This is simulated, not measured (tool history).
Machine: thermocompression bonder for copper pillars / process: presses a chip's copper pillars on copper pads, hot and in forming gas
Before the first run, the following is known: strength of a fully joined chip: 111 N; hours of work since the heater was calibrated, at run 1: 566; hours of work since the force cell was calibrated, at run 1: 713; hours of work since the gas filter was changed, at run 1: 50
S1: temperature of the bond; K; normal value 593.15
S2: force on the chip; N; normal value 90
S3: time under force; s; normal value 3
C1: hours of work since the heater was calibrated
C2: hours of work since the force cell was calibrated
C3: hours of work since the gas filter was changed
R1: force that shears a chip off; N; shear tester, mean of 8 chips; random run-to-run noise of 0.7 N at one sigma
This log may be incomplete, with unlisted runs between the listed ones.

| run | hour | S1 | S2 | S3 | C1 | C2 | C3 | R1 |
|---|---|---|---|---|---|---|---|---|
| 1 | 0 | 593.15 | 90 | 3 | 566 | 713 | 50 | 47.4 |
| 2 | 29 | 593.15 | 90 | 3 | 583 | 729 | 67 | 48.3 |
| 3 | 86.6 | 593.15 | 90 | 3 | 616 | 762 | 100 | 46.9 |
| 4 | 136.4 | 584.15 | 90 | 3 | 645 | 791 | 129 | 42.7 |
| 5 | 168.6 | 584.15 | 90 | 3 | 663 | 809 | 147 | 43.8 |
| 6 | 226.1 | 593.15 | 113 | 3 | 696 | 843 | 180 | 59.1 |
| 7 | 278.2 | 593.15 | 91 | 3 | 726 | 872 | 210 | 47.7 |
|  | 310.3 | forming gas filter changed |
| 8 | 319.4 | 593.15 | 90 | 3 | 749 | 896 | 5 | 47.5 |
| 9 | 364.6 | 593.15 | 90 | 3 | 775 | 922 | 31 | 47.4 |
| 10 | 403.3 | 593.15 | 90 | 3 | 798 | 944 | 53 | 47.2 |
| 11 | 458.6 | 593.15 | 90 | 3 | 830 | 976 | 85 | 48.8 |
| 12 | 486.2 | 593.15 | 90 | 3 | 845 | 992 | 101 | 47.7 |
| 13 | 541.6 | 593.15 | 100 | 3 | 877 | 1024 | 133 | 52.4 |
| 14 | 572 | 593.15 | 100 | 3 | 895 | 1041 | 150 | 52.5 |
| 15 | 598.6 | 593.15 | 100 | 3 | 910 | 1056 | 166 | 52.7 |
| 16 | 634.7 | 593.15 | 100 | 3 | 931 | 1077 | 186 | 53.8 |
| 17 | 673.9 | 593.15 | 100 | 3 | 953 | 1100 | 209 | 53.2 |
|  | 710.1 | forming gas filter changed |
| 18 | 720.2 | 563.15 | 66 | 3 | 980 | 1126 | 6 | 22.1 |
| 19 | 762 | 563.15 | 66 | 3 | 1004 | 1150 | 30 | 22.5 |
|  | 796.4 | force cell calibrated |
| 20 | 808.2 | 608.15 | 93 | 6 | 1029 | 7 | 56 | 72.2 |
| 21 | 841.1 | 580.15 | 128 | 2 | 1048 | 26 | 74 | 49.8 |
| 22 | 897.9 | 580.15 | 128 | 2 | 1081 | 58 | 107 | 49.4 |
| 23 | 935.8 | 590.15 | 90 | 3 | 1103 | 80 | 129 | 45.6 |
| 24 | 975.7 | 593.15 | 84 | 5 | 1126 | 103 | 152 | 54.9 |
| 25 | 1032.7 | 593.15 | 130 | 5 | 1158 | 136 | 185 | 76.5 |
| 26 | 1091.4 | 581.15 | 85 | 2 | 1192 | 170 | 218 | 33 |
|  | 1109.3 | forming gas filter changed |
| 27 | 1149.8 | 581.15 | 85 | 2 | 1225 | 203 | 23 | 34 |
| 28 | 1191.3 | 593.15 | 59 | 7 | 1249 | 227 | 47 | 44.1 |
| 29 | 1227.5 | 612.15 | 70 | 5 | 1270 | 248 | 68 | 56.8 |

Alternative continuations, all from the tool just after run 29; predict every row:
| A | 1274 | 593.15 | 135 | 4 | 1297 | 274 | 95 | ? |
| B | 1274 | 585.15 | 90 | 8 | 1297 | 274 | 95 | ? |
| C | 1274 | 621.15 | 57 | 7 | 1297 | 274 | 95 | ? |

| run | R1 |
|---|---|
| A | 74.3 |
| B | 61.4 |
| C | 56.9 |
Without the tool's unlogged condition, the same runs would have read:
| run | R1 |
|---|---|
| A | 74.8 |
| B | 61.9 |
| C | 57.4 |
